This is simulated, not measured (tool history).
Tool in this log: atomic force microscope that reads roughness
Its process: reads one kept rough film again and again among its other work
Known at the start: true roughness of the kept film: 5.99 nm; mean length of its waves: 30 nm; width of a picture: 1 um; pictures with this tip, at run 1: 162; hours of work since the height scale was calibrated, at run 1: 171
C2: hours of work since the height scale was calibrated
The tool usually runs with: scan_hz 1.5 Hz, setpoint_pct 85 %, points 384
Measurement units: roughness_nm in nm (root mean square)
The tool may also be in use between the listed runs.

{"run": 1, "hour": 0.0, "scan_hz": 1.5, "setpoint_pct": 85, "points": 384, "pictures with this tip": 162, "C2": 171, "roughness_nm": 2.287}
{"hour": 24.7, "done": "new tip fitted"}
{"run": 2, "hour": 31.5, "scan_hz": 1.5, "setpoint_pct": 85, "points": 384, "pictures with this tip": 7, "C2": 184, "roughness_nm": 3.711}
{"run": 3, "hour": 59.4, "scan_hz": 1.5, "setpoint_pct": 85, "points": 384, "pictures with this tip": 38, "C2": 196, "roughness_nm": 3.32}
{"run": 4, "hour": 94.4, "scan_hz": 1.5, "setpoint_pct": 85, "points": 384, "pictures with this tip": 78, "C2": 211, "roughness_nm": 2.881}
{"run": 5, "hour": 128.8, "scan_hz": 1.5, "setpoint_pct": 85, "points": 384, "pictures with this tip": 116, "C2": 225, "roughness_nm": 2.577}
{"hour": 193.4, "done": "new tip fitted"}
{"run": 6, "hour": 193.4, "scan_hz": 1.5, "setpoint_pct": 85, "points": 384, "pictures with this tip": 0, "C2": 252, "roughness_nm": 3.811}
{"hour": 199.2, "done": "height scale calibrated on a step standard"}
{"run": 7, "hour": 233.8, "scan_hz": 1.5, "setpoint_pct": 85, "points": 384, "pictures with this tip": 44, "C2": 15, "roughness_nm": 3.282}
{"run": 8, "hour": 269.4, "scan_hz": 1.5, "setpoint_pct": 85, "points": 384, "pictures with this tip": 83, "C2": 30, "roughness_nm": 2.919}
{"run": 9, "hour": 312.9, "scan_hz": 1.5, "setpoint_pct": 85, "points": 384, "pictures with this tip": 132, "C2": 48, "roughness_nm": 2.552}
{"run": 10, "hour": 358.2, "scan_hz": 1.5, "setpoint_pct": 85, "points": 312, "pictures with this tip": 182, "C2": 67, "roughness_nm": 2.282}
{"hour": 364.0, "done": "new tip fitted"}
{"run": 11, "hour": 421.5, "scan_hz": 1.5, "setpoint_pct": 85, "points": 384, "pictures with this tip": 64, "C2": 94, "roughness_nm": 3.051}
{"run": 12, "hour": 467.7, "scan_hz": 1.1, "setpoint_pct": 75, "points": 413, "pictures with this tip": 116, "C2": 113, "roughness_nm": 2.927}
{"run": 13, "hour": 498.2, "scan_hz": 1.28, "setpoint_pct": 85, "points": 997, "pictures with this tip": 150, "C2": 126, "roughness_nm": 2.48}
{"hour": 533.6, "done": "new tip fitted"}
{"run": 14, "hour": 538.8, "scan_hz": 1.69, "setpoint_pct": 57, "points": 355, "pictures with this tip": 6, "C2": 143, "roughness_nm": 4.345}
{"run": 15, "hour": 570.1, "scan_hz": 2.33, "setpoint_pct": 64, "points": 384, "pictures with this tip": 41, "C2": 156, "roughness_nm": 3.622}
{"hour": 576.2, "done": "height scale calibrated on a step standard, once more"}
{"run": 16, "hour": 598.4, "scan_hz": 2.42, "setpoint_pct": 55, "points": 309, "pictures with this tip": 71, "C2": 9, "roughness_nm": 3.426}
{"run": 17, "hour": 657.1, "scan_hz": 2.42, "setpoint_pct": 55, "points": 309, "pictures with this tip": 137, "C2": 34, "roughness_nm": 2.854}
{"hour": 704.2, "done": "new tip fitted"}
{"run": 18, "hour": 721.7, "scan_hz": 2.42, "setpoint_pct": 55, "points": 309, "pictures with this tip": 20, "C2": 61, "roughness_nm": 4.027}
{"run": 19, "hour": 784.2, "scan_hz": 1.5, "setpoint_pct": 88, "points": 613, "pictures with this tip": 89, "C2": 88, "roughness_nm": 2.765}
{"run": 20, "hour": 818.7, "scan_hz": 0.51, "setpoint_pct": 70, "points": 613, "pictures with this tip": 128, "C2": 102, "roughness_nm": 3.034}
{"run": 21, "hour": 869.0, "scan_hz": 1.24, "setpoint_pct": 85, "points": 943, "pictures with this tip": 184, "C2": 123, "roughness_nm": 2.304}

Here are 5 independent what-if runs from the current tool condition. What would each one return?
{"hour": 874.2, "done": "new tip fitted"}
{"run": "A", "hour": 924.4, "scan_hz": 1.7, "setpoint_pct": 85, "points": 291, "pictures with this tip": 56, "C2": 147, "roughness_nm": "?"}
{"hour": 874.2, "done": "new tip fitted"}
{"run": "B", "hour": 924.4, "scan_hz": 2.74, "setpoint_pct": 86, "points": 361, "pictures with this tip": 56, "C2": 147, "roughness_nm": "?"}
{"hour": 874.2, "done": "new tip fitted"}
{"run": "C", "hour": 924.4, "scan_hz": 0.53, "setpoint_pct": 59, "points": 830, "pictures with this tip": 56, "C2": 147, "roughness_nm": "?"}
{"hour": 874.2, "done": "new tip fitted"}
{"run": "D", "hour": 924.4, "scan_hz": 1.24, "setpoint_pct": 68, "points": 578, "pictures with this tip": 56, "C2": 147, "roughness_nm": "?"}
{"hour": 874.2, "done": "new tip fitted"}
{"run": "E", "hour": 924.4, "scan_hz": 1.5, "setpoint_pct": 61, "points": 384, "pictures with this tip": 56, "C2": 147, "roughness_nm": "?"}

run=A roughness_nm=3.026
run=B roughness_nm=2.638
run=C roughness_nm=3.723
run=D roughness_nm=3.529
run=E roughness_nm=3.551
Without the tool's unlogged condition, the same runs would have read:
run=A roughness_nm=3.779
run=B roughness_nm=3.297
run=C roughness_nm=4.651
run=D roughness_nm=4.408
run=E roughness_nm=4.438

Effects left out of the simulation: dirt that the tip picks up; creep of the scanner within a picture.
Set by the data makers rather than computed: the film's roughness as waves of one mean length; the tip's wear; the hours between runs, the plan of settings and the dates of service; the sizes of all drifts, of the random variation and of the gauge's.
